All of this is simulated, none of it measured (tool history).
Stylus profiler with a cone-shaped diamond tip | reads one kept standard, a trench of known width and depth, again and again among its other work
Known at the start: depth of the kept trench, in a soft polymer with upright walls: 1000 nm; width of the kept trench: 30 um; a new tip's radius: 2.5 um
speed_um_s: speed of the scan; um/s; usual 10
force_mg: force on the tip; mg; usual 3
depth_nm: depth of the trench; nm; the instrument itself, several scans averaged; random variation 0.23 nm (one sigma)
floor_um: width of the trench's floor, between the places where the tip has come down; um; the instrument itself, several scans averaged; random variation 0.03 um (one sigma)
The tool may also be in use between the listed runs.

run	hour	speed_um_s	force_mg	depth_nm	floor_um
1	0	10	3	1019.38	25.38
2	56.9	10	3	1019.38	25.33
3	120	10	3	1019.23	25.11
4	188.2	2	3	1019.86	25.08
5	283.6	2	3	1019.9	24.82
6	358.3	2	3	1020.15	24.76
7	411.4	2	2.96	1020.04	24.7
8	485.3	10	1.32	1013.19	24.51
9	587.8	10	1.32	1012.84	24.35
10	667.6	11	3	1020.69	24.25
11	776.2	11	3	1021.1	24.08
12	851.9	10	2.87	1021.15	23.9
13	896.9	10	2.87	1021.19	23.9
14	979.1	10	2.87	1021.64	23.74
# hour 988.3: height scale calibrated on a step standard
15	1088.1	10	3	1024.35	23.65
16	1145	10	3	1024.26	23.58
17	1252.2	10	3	1024.75	23.41
18	1347.5	10	3	1024.95	23.28
19	1421.2	23	1.26	1016.88	23.09
20	1469.8	9	1.33	1017.88	23.15
21	1546	23	4.35	1030.69	22.97
# hour 1605.2: height scale calibrated on a step standard, once more
22	1620.4	30	2.91	1017.83	22.87
23	1705.3	30	2.91	1018.28	22.8
24	1790.6	30	2.91	1018.32	22.62
25	1853.6	30	2.91	1018.36	22.58
26	1924.7	2	2.1	1015.18	22.6
27	1973.2	17	3.1	1020.05	22.48
28	2062.6	23	6.34	1031.43	22.37
# hour 2108.6: new tip fitted, height scale calibrated
29	2154.6	3	6.23	1030.09	25.85
30	2206.9	6	3	1018.39	25.71
31	2279.1	5	6.95	1032.43	25.65
32	2372.3	38	6.5	1031.43	25.39
33	2456.8	7	6.91	1032.9	25.26

The same runs without the tool's hidden state, with the same run-to-run variation:
The hidden state here: radius of the tip, um; height scale over the true one, %; drift of the gauge itself on depth_nm, %; drift of the gauge itself on floor_um, %.
run	depth_nm	floor_um
1	1018.42	25.95
2	1018.25	26
3	1017.93	25.92
4	1018.37	26.01
5	1018.13	25.93
6	1018.14	25.99
7	1017.87	26.02
8	1010.82	25.96
9	1010.2	25.96
10	1017.83	25.99
11	1017.96	25.97
12	1017.79	25.92
13	1017.7	25.98
14	1017.92	25.93
15	1018.34	25.99
16	1018.07	25.99
17	1018.26	25.97
18	1018.21	25.97
19	1010	25.87
20	1010.86	26.01
21	1023.34	25.92
22	1017.68	25.91
23	1017.88	25.95
24	1017.67	25.88
25	1017.53	25.92
26	1014.15	26.02
27	1018.89	25.96
28	1030	25.96
29	1029.89	25.97
30	1018.03	25.94
31	1031.85	26.02
32	1030.6	25.95
33	1031.82	25.99

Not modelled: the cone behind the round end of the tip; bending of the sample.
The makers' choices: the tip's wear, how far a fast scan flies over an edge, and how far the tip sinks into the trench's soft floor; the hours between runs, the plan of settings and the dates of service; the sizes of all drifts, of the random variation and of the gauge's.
